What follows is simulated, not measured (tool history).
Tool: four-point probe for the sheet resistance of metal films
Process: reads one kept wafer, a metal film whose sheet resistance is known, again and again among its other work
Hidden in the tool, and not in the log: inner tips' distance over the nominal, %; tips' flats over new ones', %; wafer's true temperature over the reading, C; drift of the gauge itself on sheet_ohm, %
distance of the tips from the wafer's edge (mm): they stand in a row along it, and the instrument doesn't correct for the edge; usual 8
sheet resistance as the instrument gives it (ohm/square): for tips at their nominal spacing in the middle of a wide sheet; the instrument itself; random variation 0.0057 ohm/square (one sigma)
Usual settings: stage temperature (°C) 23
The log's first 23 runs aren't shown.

run	hour	stage temperature (°C)	distance of the tips from the wafer's edge (mm)	touches since the probe head was changed	hours of work since the stage's thermometer was calibrated	sheet resistance as the instrument gives it (ohm/square)
24	1940.1	18	47	78201	1064	28.103638
25	2040.9	21	22	80273	1142	28.108664
26	2107.5	30	15	81643	1194	28.095659
27	2182	26	30	83176	1251	28.05791
28	2268.8	29	15	84960	1318	28.09333
# hour 2317.6: stage's thermometer calibrated
29	2339.9	29	15	86411	17	28.049194
30	2389.7	21	8	87435	56	28.264418
31	2436.4	32	5	88394	92	28.55889
32	2502.1	25	8	89746	142	28.241807
33	2572.2	18	22	91186	196	28.075294
34	2633.6	19	29	92450	244	28.062568
35	2726.6	19	29	94362	316	28.059644
36	2787	19	29	95604	362	28.064715
37	2896.4	22	19	97853	447	28.069575
38	2942	19	16	98791	482	28.092403
39	2988.9	19	16	99755	518	28.094703
40	3089.2	32	16	101817	596	28.028329

Forecast each of these 5 alternatives for the next run:
A	3181.4	21	3	103713	667	?
B	3181.4	29	45	103713	667	?
C	3181.4	19	71	103713	667	?
D	3181.4	33	54	103713	667	?
E	3181.4	34	16	103713	667	?

run	sheet resistance as the instrument gives it (ohm/square)
A	29.594959
B	27.992863
C	28.042784
D	27.976726
E	28.011939
Without the tool's hidden state the same runs would have given:
run	sheet resistance as the instrument gives it (ohm/square)
A	29.755027
B	28.146171
C	28.195047
D	28.130445
E	28.165947
